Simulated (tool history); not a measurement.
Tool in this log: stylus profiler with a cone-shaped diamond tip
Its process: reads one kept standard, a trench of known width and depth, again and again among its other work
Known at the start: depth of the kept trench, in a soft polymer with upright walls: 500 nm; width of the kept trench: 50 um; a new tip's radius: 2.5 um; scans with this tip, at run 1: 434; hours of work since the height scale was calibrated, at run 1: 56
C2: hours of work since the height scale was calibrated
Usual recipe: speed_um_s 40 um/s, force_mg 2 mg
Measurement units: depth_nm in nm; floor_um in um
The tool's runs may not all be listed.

Run 1, hour 0: usual settings; scans with this tip 434; C2 56. Result: depth_nm 506.31 nm, floor_um 46.76 um.
Run 2, hour 15.7: usual settings but force_mg 1.2 mg; scans with this tip 514; C2 66. Result: depth_nm 504.39 nm, floor_um 46.69 um.
Run 3, hour 26.8: usual settings but speed_um_s 14 um/s; scans with this tip 571; C2 73. Result: depth_nm 506.23 nm, floor_um 46.85 um.
Run 4, hour 36.1: usual settings but speed_um_s 14 um/s; scans with this tip 618; C2 79. Result: depth_nm 506.21 nm, floor_um 46.86 um.
Run 5, hour 48.9: usual settings but speed_um_s 14 um/s; scans with this tip 684; C2 88. Result: depth_nm 506.33 nm, floor_um 46.81 um.
Run 6, hour 60.2: usual settings but speed_um_s 14 um/s; scans with this tip 741; C2 95. Result: depth_nm 506.32 nm, floor_um 46.87 um.
Run 7, hour 67.1: usual settings but speed_um_s 48 um/s, force_mg 1.2 mg; scans with this tip 777; C2 99. Result: depth_nm 504.36 nm, floor_um 46.56 um.
Run 8, hour 82.7: usual settings but speed_um_s 11 um/s, force_mg 1.42 mg; scans with this tip 857; C2 110. Result: depth_nm 505.04 nm, floor_um 46.88 um.
Run 9, hour 91.9: usual settings but speed_um_s 78 um/s, force_mg 1.78 mg; scans with this tip 903; C2 116. Result: depth_nm 505.64 nm, floor_um 46.5 um.
Run 10, hour 106.8: usual settings but force_mg 1.95 mg; scans with this tip 980; C2 125. Result: depth_nm 506.18 nm, floor_um 46.75 um.
Run 11, hour 118.7: usual settings but speed_um_s 153 um/s; scans with this tip 1041; C2 133. Result: depth_nm 506.15 nm, floor_um 46.06 um.

Consider 4 possible next runs. They are alternatives, not a sequence: every one starts from the tool as it was left by run 11. What does each give?
Run A, hour 132.3: usual settings but speed_um_s 57 um/s; scans with this tip 1110; C2 142. Result: depth_nm ?, floor_um ?.
Run B, hour 132.3: usual settings but speed_um_s 153 um/s, force_mg 5.81 mg; scans with this tip 1110; C2 142. Result: depth_nm ?, floor_um ?.
Run C, hour 132.3: usual settings but speed_um_s 86 um/s, force_mg 0.73 mg; scans with this tip 1110; C2 142. Result: depth_nm ?, floor_um ?.
Run D, hour 132.3: usual settings but speed_um_s 86 um/s, force_mg 0.73 mg; scans with this tip 1110; C2 142. Result: depth_nm ?, floor_um ?.

run  depth_nm  floor_um
  A    506.25     46.57
  B    512.94     46.38
  C     503.1     46.09
  D    503.07      46.1
With no hidden state in the tool, these same runs would have given:
run  depth_nm  floor_um
  A    506.43     46.66
  B    513.12     46.48
  C    503.28     46.19
  D    503.25      46.2
